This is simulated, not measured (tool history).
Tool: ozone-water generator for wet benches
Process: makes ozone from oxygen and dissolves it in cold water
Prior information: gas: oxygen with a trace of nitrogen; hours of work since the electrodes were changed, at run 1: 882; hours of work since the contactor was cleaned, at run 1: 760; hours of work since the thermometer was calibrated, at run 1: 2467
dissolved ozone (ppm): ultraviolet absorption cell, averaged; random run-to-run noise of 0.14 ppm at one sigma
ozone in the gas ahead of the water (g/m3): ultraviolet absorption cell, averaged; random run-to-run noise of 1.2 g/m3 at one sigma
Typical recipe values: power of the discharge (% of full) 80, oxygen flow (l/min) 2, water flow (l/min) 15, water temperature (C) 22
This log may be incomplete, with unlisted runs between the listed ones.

run,hour,power of the discharge (% of full),oxygen flow (l/min),water flow (l/min),water temperature (C),hours of work since the electrodes were changed,hours of work since the contactor was cleaned,hours of work since the thermometer was calibrated,dissolved ozone (ppm),ozone in the gas ahead of the water (g/m3)
1,0,80,2,15,22,882,760,2467,15.9,211.7
2,41.6,80,2,15,22,916,795,2501,15.7,212.2
3,96,80,2,15,22,961,839,2546,15.8,210.3
4,128.5,80,2,15,22,988,866,2573,15.9,212.5
5,183.1,80,2,15,22,1033,911,2618,15.9,215
6,215.2,80,2,15,22,1059,938,2645,15.7,212.4
7,264.3,80,2,15,22,1100,979,2686,15.8,212.9
8,323,80,2,15,22,1149,1027,2734,16,212.4
9,352.5,80,2,15,22,1173,1052,2758,15.9,214.1
10,410.7,80,2,15,19,1221,1100,2807,16.5,213.7
11,459,80,2,15,22,1261,1140,2846,15.7,215.5
12,508.7,80,2,15,22,1302,1181,2888,15.9,214.2
13,535.4,80,2,15,22,1324,1203,2910,15.9,214.1
14,570.8,80,2,15,22,1353,1232,2939,16,213.4
15,610.9,80,2,15,22,1387,1265,2972,15.6,215.9
16,657.8,80,2,15,22,1425,1304,3011,15.9,215
17,715.4,80,2,15,22,1473,1352,3058,15.4,215.7
18,764.3,62,3.43,20,21,1513,1392,3099,11.4,141.1
19,791.5,62,3.43,21,21,1536,1415,3121,11.1,140.5
20,822.6,62,3.43,9,21,1562,1440,3147,20.8,142.2
21,871,62,3.43,9,18,1602,1480,3187,21.9,140.5
22,908.3,62,3.43,9,18,1632,1511,3218,22,140.7
23,938.9,64,2,16,17,1658,1536,3243,12.8,176.2
24,971.4,64,2,16,17,1685,1563,3270,12.8,177.2
25,1021,64,2.82,15,23,1726,1604,3311,14.1,156.8
26,1059.4,43,2,15,22,1757,1636,3343,8.9,124
27,1085.7,94,1.83,11,17,1779,1658,3365,24.6,259
# hour 1128.8: gauge calibrated
28,1134.2,94,3.27,9,29,1819,1698,3405,25.9,207.2
29,1195.5,94,3.27,9,29,1870,1748,3455,26.1,204.9
30,1227.2,94,1.59,9,27,1896,1775,3482,24.2,265.5
31,1282.4,80,2.04,13,22,1942,1820,3527,18.1,212.4
32,1317.1,80,2.04,13,22,1970,1849,3556,18,208.9
33,1372.6,80,1.62,19,22,2016,1895,3602,11.8,232.3

Table of differences, measured result less the result of that run with no hidden state. Run-to-run variation is the same in both. Gauge scatter possibly is not:
The tool's hidden condition here consists of: yield of the discharge, % of new electrodes'; contactor's efficiency, % of a clean one's; true water temperature over the reading, C; drift of the gauge itself on ozone_ppm, %; drift of the gauge itself on gas_g_m3, %.
run,ozone in the gas ahead of the water (g/m3)
1,-0.1
2,+0.1
3,+0.4
4,+0.6
5,+0.8
6,+1
7,+1.3
8,+1.6
9,+1.7
10,+2
11,+2.3
12,+2.5
13,+2.7
14,+2.8
15,+3.1
16,+3.4
17,+3.7
18,+2.6
19,+2.7
20,+2.8
21,+3
22,+3.1
23,+4
24,+4.2
25,+3.9
26,+3.2
27,+6.7
28,-0.3
29,+0
30,+0.3
31,+0.5
32,+0.8
33,+1.1
dissolved ozone (ppm): differs from the measured result by no more than 0.1 in any run.

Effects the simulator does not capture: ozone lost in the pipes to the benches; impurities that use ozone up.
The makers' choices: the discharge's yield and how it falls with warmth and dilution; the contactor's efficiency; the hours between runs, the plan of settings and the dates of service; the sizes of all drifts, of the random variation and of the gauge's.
